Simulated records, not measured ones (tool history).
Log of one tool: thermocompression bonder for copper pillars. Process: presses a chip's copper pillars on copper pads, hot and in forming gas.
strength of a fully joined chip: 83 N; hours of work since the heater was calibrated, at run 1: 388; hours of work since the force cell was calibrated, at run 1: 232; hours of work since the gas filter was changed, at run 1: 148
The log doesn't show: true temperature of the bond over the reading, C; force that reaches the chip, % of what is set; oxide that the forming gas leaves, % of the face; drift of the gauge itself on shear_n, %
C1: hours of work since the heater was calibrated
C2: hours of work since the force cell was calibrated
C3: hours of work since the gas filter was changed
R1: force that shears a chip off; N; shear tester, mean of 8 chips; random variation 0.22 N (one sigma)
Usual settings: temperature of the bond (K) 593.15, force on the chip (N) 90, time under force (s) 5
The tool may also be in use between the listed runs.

run 1 hour=0.0 | temperature_of_the_bond_(K)=593.15 force_on_the_chip_(N)=90 time_under_force_(s)=5 | C1=388 C2=232 C3=148 | R1=58.0
run 2 hour=18.5 | temperature_of_the_bond_(K)=593.15 force_on_the_chip_(N)=56 time_under_force_(s)=5 | C1=396 C2=241 C3=156 | R1=47.4
run 3 hour=31.0 | temperature_of_the_bond_(K)=593.15 force_on_the_chip_(N)=90 time_under_force_(s)=5 | C1=402 C2=247 C3=162 | R1=58.0
run 4 hour=52.3 | temperature_of_the_bond_(K)=593.15 force_on_the_chip_(N)=90 time_under_force_(s)=5 | C1=413 C2=257 C3=173 | R1=58.2
run 5 hour=67.0 | temperature_of_the_bond_(K)=593.15 force_on_the_chip_(N)=61 time_under_force_(s)=5 | C1=420 C2=264 C3=180 | R1=49.4
run 6 hour=85.9 | temperature_of_the_bond_(K)=593.15 force_on_the_chip_(N)=61 time_under_force_(s)=5 | C1=429 C2=273 C3=189 | R1=49.2
run 7 hour=97.0 | temperature_of_the_bond_(K)=593.15 force_on_the_chip_(N)=61 time_under_force_(s)=5 | C1=434 C2=278 C3=194 | R1=49.0
run 8 hour=114.7 | temperature_of_the_bond_(K)=593.15 force_on_the_chip_(N)=61 time_under_force_(s)=5 | C1=442 C2=287 C3=202 | R1=49.1
run 9 hour=126.7 | temperature_of_the_bond_(K)=593.15 force_on_the_chip_(N)=90 time_under_force_(s)=9 | C1=448 C2=292 C3=208 | R1=65.8

Forecast run 10:
run 10 hour=143.8 | temperature_of_the_bond_(K)=593.15 force_on_the_chip_(N)=113 time_under_force_(s)=5 | C1=456 C2=301 C3=216 | R1=?

R1: 62.1 N
Without the tool's hidden state the same run would have given R1 62.8 N.
